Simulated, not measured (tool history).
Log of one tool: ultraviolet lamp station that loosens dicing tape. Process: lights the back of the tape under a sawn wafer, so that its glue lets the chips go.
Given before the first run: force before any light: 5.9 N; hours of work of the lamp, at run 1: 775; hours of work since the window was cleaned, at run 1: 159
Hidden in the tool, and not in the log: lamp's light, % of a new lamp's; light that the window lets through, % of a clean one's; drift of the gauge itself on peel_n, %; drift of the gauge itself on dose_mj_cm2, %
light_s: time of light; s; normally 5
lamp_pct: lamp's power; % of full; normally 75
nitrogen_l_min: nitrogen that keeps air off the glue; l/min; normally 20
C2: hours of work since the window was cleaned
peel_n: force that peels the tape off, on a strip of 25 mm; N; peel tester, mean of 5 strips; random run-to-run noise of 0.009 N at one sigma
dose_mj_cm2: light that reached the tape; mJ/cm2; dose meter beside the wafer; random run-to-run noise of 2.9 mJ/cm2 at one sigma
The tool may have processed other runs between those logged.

{"run": 1, "hour": 0.0, "light_s": 5, "lamp_pct": 75, "nitrogen_l_min": 20, "hours of work of the lamp": 775, "C2": 159, "peel_n": 0.559, "dose_mj_cm2": 325}
{"run": 2, "hour": 63.7, "light_s": 5, "lamp_pct": 75, "nitrogen_l_min": 20, "hours of work of the lamp": 807, "C2": 190, "peel_n": 0.553, "dose_mj_cm2": 318}
{"run": 3, "hour": 116.2, "light_s": 5, "lamp_pct": 75, "nitrogen_l_min": 20, "hours of work of the lamp": 832, "C2": 216, "peel_n": 0.56, "dose_mj_cm2": 314}
{"run": 4, "hour": 165.6, "light_s": 5, "lamp_pct": 75, "nitrogen_l_min": 20, "hours of work of the lamp": 857, "C2": 241, "peel_n": 0.591, "dose_mj_cm2": 310}
{"run": 5, "hour": 221.8, "light_s": 5, "lamp_pct": 66, "nitrogen_l_min": 20, "hours of work of the lamp": 884, "C2": 268, "peel_n": 0.732, "dose_mj_cm2": 267}
{"run": 6, "hour": 270.9, "light_s": 5, "lamp_pct": 66, "nitrogen_l_min": 20, "hours of work of the lamp": 909, "C2": 292, "peel_n": 0.763, "dose_mj_cm2": 269}
{"run": 7, "hour": 323.0, "light_s": 2, "lamp_pct": 66, "nitrogen_l_min": 20, "hours of work of the lamp": 934, "C2": 318, "peel_n": 2.406, "dose_mj_cm2": 106}
{"run": 8, "hour": 382.5, "light_s": 5, "lamp_pct": 75, "nitrogen_l_min": 20, "hours of work of the lamp": 963, "C2": 347, "peel_n": 0.636, "dose_mj_cm2": 290}
{"run": 9, "hour": 437.6, "light_s": 5, "lamp_pct": 75, "nitrogen_l_min": 20, "hours of work of the lamp": 991, "C2": 374, "peel_n": 0.673, "dose_mj_cm2": 287}
{"run": 10, "hour": 492.6, "light_s": 5, "lamp_pct": 75, "nitrogen_l_min": 20, "hours of work of the lamp": 1018, "C2": 402, "peel_n": 0.685, "dose_mj_cm2": 282}
{"run": 11, "hour": 557.7, "light_s": 7, "lamp_pct": 75, "nitrogen_l_min": 20, "hours of work of the lamp": 1050, "C2": 434, "peel_n": 0.417, "dose_mj_cm2": 387}
{"run": 12, "hour": 620.7, "light_s": 7, "lamp_pct": 75, "nitrogen_l_min": 20, "hours of work of the lamp": 1081, "C2": 465, "peel_n": 0.437, "dose_mj_cm2": 380}
{"hour": 674.0, "done": "window cleaned of glue's vapour"}
{"run": 13, "hour": 687.2, "light_s": 5, "lamp_pct": 75, "nitrogen_l_min": 13, "hours of work of the lamp": 1113, "C2": 6, "peel_n": 0.688, "dose_mj_cm2": 317}
{"run": 14, "hour": 758.6, "light_s": 5, "lamp_pct": 75, "nitrogen_l_min": 13, "hours of work of the lamp": 1148, "C2": 42, "peel_n": 0.702, "dose_mj_cm2": 312}
{"run": 15, "hour": 790.4, "light_s": 5, "lamp_pct": 75, "nitrogen_l_min": 13, "hours of work of the lamp": 1164, "C2": 57, "peel_n": 0.714, "dose_mj_cm2": 306}
{"run": 16, "hour": 829.7, "light_s": 8, "lamp_pct": 75, "nitrogen_l_min": 20, "hours of work of the lamp": 1183, "C2": 77, "peel_n": 0.32, "dose_mj_cm2": 484}
{"run": 17, "hour": 875.9, "light_s": 8, "lamp_pct": 75, "nitrogen_l_min": 20, "hours of work of the lamp": 1206, "C2": 99, "peel_n": 0.318, "dose_mj_cm2": 474}
{"run": 18, "hour": 928.8, "light_s": 5, "lamp_pct": 75, "nitrogen_l_min": 20, "hours of work of the lamp": 1232, "C2": 125, "peel_n": 0.656, "dose_mj_cm2": 293}
{"run": 19, "hour": 1002.9, "light_s": 5, "lamp_pct": 75, "nitrogen_l_min": 20, "hours of work of the lamp": 1268, "C2": 162, "peel_n": 0.704, "dose_mj_cm2": 287}
{"run": 20, "hour": 1066.9, "light_s": 5, "lamp_pct": 75, "nitrogen_l_min": 20, "hours of work of the lamp": 1300, "C2": 193, "peel_n": 0.709, "dose_mj_cm2": 281}
{"run": 21, "hour": 1133.5, "light_s": 5, "lamp_pct": 68, "nitrogen_l_min": 20, "hours of work of the lamp": 1333, "C2": 226, "peel_n": 0.851, "dose_mj_cm2": 248}
{"run": 22, "hour": 1165.1, "light_s": 5, "lamp_pct": 68, "nitrogen_l_min": 20, "hours of work of the lamp": 1348, "C2": 242, "peel_n": 0.854, "dose_mj_cm2": 247}
{"run": 23, "hour": 1211.9, "light_s": 6, "lamp_pct": 61, "nitrogen_l_min": 20, "hours of work of the lamp": 1371, "C2": 265, "peel_n": 0.8, "dose_mj_cm2": 263}
{"run": 24, "hour": 1275.2, "light_s": 3, "lamp_pct": 92, "nitrogen_l_min": 6, "hours of work of the lamp": 1402, "C2": 296, "peel_n": 1.892, "dose_mj_cm2": 191}
{"run": 25, "hour": 1323.5, "light_s": 5, "lamp_pct": 77, "nitrogen_l_min": 11, "hours of work of the lamp": 1426, "C2": 320, "peel_n": 0.989, "dose_mj_cm2": 269}
{"run": 26, "hour": 1354.6, "light_s": 5, "lamp_pct": 77, "nitrogen_l_min": 11, "hours of work of the lamp": 1441, "C2": 335, "peel_n": 0.974, "dose_mj_cm2": 266}
{"run": 27, "hour": 1404.5, "light_s": 5, "lamp_pct": 77, "nitrogen_l_min": 11, "hours of work of the lamp": 1466, "C2": 359, "peel_n": 1.005, "dose_mj_cm2": 258}
{"run": 28, "hour": 1442.2, "light_s": 5, "lamp_pct": 77, "nitrogen_l_min": 17, "hours of work of the lamp": 1485, "C2": 378, "peel_n": 0.885, "dose_mj_cm2": 255}
{"run": 29, "hour": 1517.9, "light_s": 5, "lamp_pct": 77, "nitrogen_l_min": 17, "hours of work of the lamp": 1522, "C2": 415, "peel_n": 0.871, "dose_mj_cm2": 249}
{"run": 30, "hour": 1567.8, "light_s": 4, "lamp_pct": 75, "nitrogen_l_min": 8, "hours of work of the lamp": 1546, "C2": 440, "peel_n": 1.76, "dose_mj_cm2": 190}
{"run": 31, "hour": 1607.2, "light_s": 5, "lamp_pct": 67, "nitrogen_l_min": 13, "hours of work of the lamp": 1566, "C2": 459, "peel_n": 1.3, "dose_mj_cm2": 210}
{"run": 32, "hour": 1656.5, "light_s": 2, "lamp_pct": 99, "nitrogen_l_min": 31, "hours of work of the lamp": 1590, "C2": 483, "peel_n": 1.933, "dose_mj_cm2": 122}
{"hour": 1673.8, "done": "window cleaned of glue's vapour"}
{"run": 33, "hour": 1716.7, "light_s": 5, "lamp_pct": 100, "nitrogen_l_min": 7, "hours of work of the lamp": 1619, "C2": 21, "peel_n": 0.75, "dose_mj_cm2": 360}
{"run": 34, "hour": 1780.6, "light_s": 4, "lamp_pct": 69, "nitrogen_l_min": 20, "hours of work of the lamp": 1651, "C2": 53, "peel_n": 1.226, "dose_mj_cm2": 194}
{"run": 35, "hour": 1814.5, "light_s": 4, "lamp_pct": 69, "nitrogen_l_min": 20, "hours of work of the lamp": 1668, "C2": 69, "peel_n": 1.257, "dose_mj_cm2": 193}
{"run": 36, "hour": 1876.5, "light_s": 5, "lamp_pct": 67, "nitrogen_l_min": 20, "hours of work of the lamp": 1698, "C2": 100, "peel_n": 0.924, "dose_mj_cm2": 231}
{"run": 37, "hour": 1950.3, "light_s": 3, "lamp_pct": 70, "nitrogen_l_min": 6, "hours of work of the lamp": 1734, "C2": 136, "peel_n": 2.546, "dose_mj_cm2": 141}
{"run": 38, "hour": 1983.5, "light_s": 4, "lamp_pct": 70, "nitrogen_l_min": 6, "hours of work of the lamp": 1751, "C2": 152, "peel_n": 1.982, "dose_mj_cm2": 188}
{"run": 39, "hour": 2017.4, "light_s": 5, "lamp_pct": 75, "nitrogen_l_min": 7, "hours of work of the lamp": 1767, "C2": 169, "peel_n": 1.348, "dose_mj_cm2": 246}
{"run": 40, "hour": 2072.3, "light_s": 5, "lamp_pct": 62, "nitrogen_l_min": 18, "hours of work of the lamp": 1794, "C2": 196, "peel_n": 1.23, "dose_mj_cm2": 196}
{"run": 41, "hour": 2131.6, "light_s": 3, "lamp_pct": 81, "nitrogen_l_min": 20, "hours of work of the lamp": 1824, "C2": 225, "peel_n": 1.695, "dose_mj_cm2": 152}
{"run": 42, "hour": 2191.2, "light_s": 6, "lamp_pct": 86, "nitrogen_l_min": 10, "hours of work of the lamp": 1853, "C2": 255, "peel_n": 0.809, "dose_mj_cm2": 315}
{"hour": 2243.1, "done": "lamp changed"}
{"run": 43, "hour": 2258.2, "light_s": 5, "lamp_pct": 75, "nitrogen_l_min": 24, "hours of work of the lamp": 7, "C2": 287, "peel_n": 0.418, "dose_mj_cm2": 370}
{"run": 44, "hour": 2296.1, "light_s": 5, "lamp_pct": 75, "nitrogen_l_min": 24, "hours of work of the lamp": 26, "C2": 306, "peel_n": 0.432, "dose_mj_cm2": 357}

For each run, the measured value with the value that run would have given without the tool's hidden condition subtracted. The run-to-run variation is shared by both, the gauge scatter possibly not:
run=1 peel_n=+0.17 dose_mj_cm2=-91
run=2 peel_n=+0.179 dose_mj_cm2=-97
run=3 peel_n=+0.196 dose_mj_cm2=-103
run=4 peel_n=+0.214 dose_mj_cm2=-107
run=5 peel_n=+0.292 dose_mj_cm2=-98
run=6 peel_n=+0.313 dose_mj_cm2=-103
run=7 peel_n=+0.699 dose_mj_cm2=-43
run=8 peel_n=+0.271 dose_mj_cm2=-128
run=9 peel_n=+0.304 dose_mj_cm2=-133
run=10 peel_n=+0.318 dose_mj_cm2=-139
run=11 peel_n=+0.146 dose_mj_cm2=-201
run=12 peel_n=+0.162 dose_mj_cm2=-212
run=13 peel_n=+0.249 dose_mj_cm2=-101
run=14 peel_n=+0.273 dose_mj_cm2=-110
run=15 peel_n=+0.284 dose_mj_cm2=-112
run=16 peel_n=+0.059 dose_mj_cm2=-187
run=17 peel_n=+0.063 dose_mj_cm2=-191
run=18 peel_n=+0.28 dose_mj_cm2=-125
run=19 peel_n=+0.31 dose_mj_cm2=-133
run=20 peel_n=+0.32 dose_mj_cm2=-137
run=21 peel_n=+0.416 dose_mj_cm2=-130
run=22 peel_n=+0.423 dose_mj_cm2=-133
run=23 peel_n=+0.399 dose_mj_cm2=-147
run=24 peel_n=+0.859 dose_mj_cm2=-114
run=25 peel_n=+0.531 dose_mj_cm2=-166
run=26 peel_n=+0.532 dose_mj_cm2=-169
run=27 peel_n=+0.559 dose_mj_cm2=-170
run=28 peel_n=+0.499 dose_mj_cm2=-176
run=29 peel_n=+0.505 dose_mj_cm2=-180
run=30 peel_n=+0.959 dose_mj_cm2=-144
run=31 peel_n=+0.775 dose_mj_cm2=-165
run=32 peel_n=+1.058 dose_mj_cm2=-99
run=33 peel_n=+0.37 dose_mj_cm2=-198
run=34 peel_n=+0.627 dose_mj_cm2=-114
run=35 peel_n=+0.652 dose_mj_cm2=-115
run=36 peel_n=+0.503 dose_mj_cm2=-145
run=37 peel_n=+1.046 dose_mj_cm2=-95
run=38 peel_n=+0.969 dose_mj_cm2=-128
run=39 peel_n=+0.761 dose_mj_cm2=-174
run=40 peel_n=+0.714 dose_mj_cm2=-148
run=41 peel_n=+0.949 dose_mj_cm2=-118
run=42 peel_n=+0.47 dose_mj_cm2=-258
run=43 peel_n=+0.068 dose_mj_cm2=-52
run=44 peel_n=+0.074 dose_mj_cm2=-55
